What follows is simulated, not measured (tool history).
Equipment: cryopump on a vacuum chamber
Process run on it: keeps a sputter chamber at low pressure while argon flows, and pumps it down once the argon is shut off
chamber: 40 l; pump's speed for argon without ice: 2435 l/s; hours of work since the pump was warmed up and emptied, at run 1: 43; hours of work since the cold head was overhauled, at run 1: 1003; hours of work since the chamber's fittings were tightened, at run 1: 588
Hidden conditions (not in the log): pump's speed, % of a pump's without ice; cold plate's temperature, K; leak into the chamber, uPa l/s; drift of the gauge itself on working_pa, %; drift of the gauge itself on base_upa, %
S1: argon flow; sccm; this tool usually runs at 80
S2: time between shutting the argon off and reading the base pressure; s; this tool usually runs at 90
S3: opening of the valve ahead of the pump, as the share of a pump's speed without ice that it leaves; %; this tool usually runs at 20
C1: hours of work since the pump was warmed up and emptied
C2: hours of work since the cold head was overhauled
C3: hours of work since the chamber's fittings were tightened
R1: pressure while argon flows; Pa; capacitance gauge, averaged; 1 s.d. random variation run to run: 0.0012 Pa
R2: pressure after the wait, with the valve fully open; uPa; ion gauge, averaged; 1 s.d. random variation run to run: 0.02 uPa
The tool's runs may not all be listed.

| run | hour | S1 | S2 | S3 | C1 | C2 | C3 | R1 | R2 |
|---|---|---|---|---|---|---|---|---|---|
| 1 | 0 | 80 | 90 | 20 | 43 | 1003 | 588 | 0.2767 | 0.55 |
| 2 | 34.2 | 80 | 90 | 20 | 71 | 1030 | 615 | 0.2805 | 0.58 |
| 3 | 54.4 | 80 | 90 | 20 | 87 | 1047 | 631 | 0.2804 | 0.56 |
| 4 | 79 | 107 | 90 | 20 | 107 | 1067 | 651 | 0.3745 | 0.56 |
| 5 | 98.5 | 107 | 90 | 20 | 123 | 1082 | 667 | 0.3752 | 0.58 |
| 6 | 122 | 107 | 90 | 20 | 142 | 1101 | 686 | 0.3747 | 0.55 |
| 7 | 157 | 107 | 90 | 20 | 170 | 1129 | 714 | 0.3752 | 0.59 |
| 8 | 180.8 | 107 | 90 | 20 | 189 | 1149 | 733 | 0.3744 | 0.61 |
| 9 | 217.1 | 80 | 90 | 27 | 218 | 1178 | 762 | 0.2102 | 0.64 |
| 10 | 247.6 | 80 | 28 | 20 | 243 | 1202 | 787 | 0.28 | 1.04 |
| 11 | 287.6 | 82 | 174 | 20 | 275 | 1235 | 819 | 0.2892 | 0.58 |
| 12 | 304.7 | 82 | 174 | 20 | 289 | 1248 | 833 | 0.2894 | 0.54 |
| 13 | 338 | 80 | 51 | 41 | 316 | 1275 | 860 | 0.1405 | 0.83 |
| 14 | 356.7 | 80 | 51 | 41 | 331 | 1290 | 875 | 0.1389 | 0.79 |
| 15 | 387.9 | 80 | 32 | 45 | 356 | 1316 | 900 | 0.1275 | 0.99 |
| 16 | 417.1 | 80 | 32 | 45 | 379 | 1339 | 924 | 0.1292 | 1.04 |
| 17 | 454.9 | 80 | 90 | 45 | 410 | 1369 | 954 | 0.1281 | 0.75 |
| 18 | 473.5 | 80 | 90 | 51 | 425 | 1384 | 969 | 0.1144 | 0.73 |
| 19 | 498.2 | 80 | 112 | 47 | 445 | 1404 | 989 | 0.1253 | 0.71 |

4 options for the next run, each taken on its own from the tool as it stands now. Forecast them:
| A | 526.5 | 45 | 260 | 34 | 467 | 1427 | 1012 | ? | ? |
| B | 526.5 | 57 | 51 | 22 | 467 | 1427 | 1012 | ? | ? |
| C | 526.5 | 80 | 298 | 20 | 467 | 1427 | 1012 | ? | ? |
| D | 526.5 | 80 | 119 | 47 | 467 | 1427 | 1012 | ? | ? |

| run | R1 | R2 |
|---|---|---|
| A | 0.0944 | 0.61 |
| B | 0.1847 | 0.88 |
| C | 0.2845 | 0.62 |
| D | 0.124 | 0.67 |
With the hidden condition removed and each run's random variation left untouched, the same runs would have given:
| run | R1 | R2 |
|---|---|---|
| A | 0.0908 | 0.15 |
| B | 0.1801 | 0.43 |
| C | 0.2779 | 0.17 |
| D | 0.1174 | 0.22 |
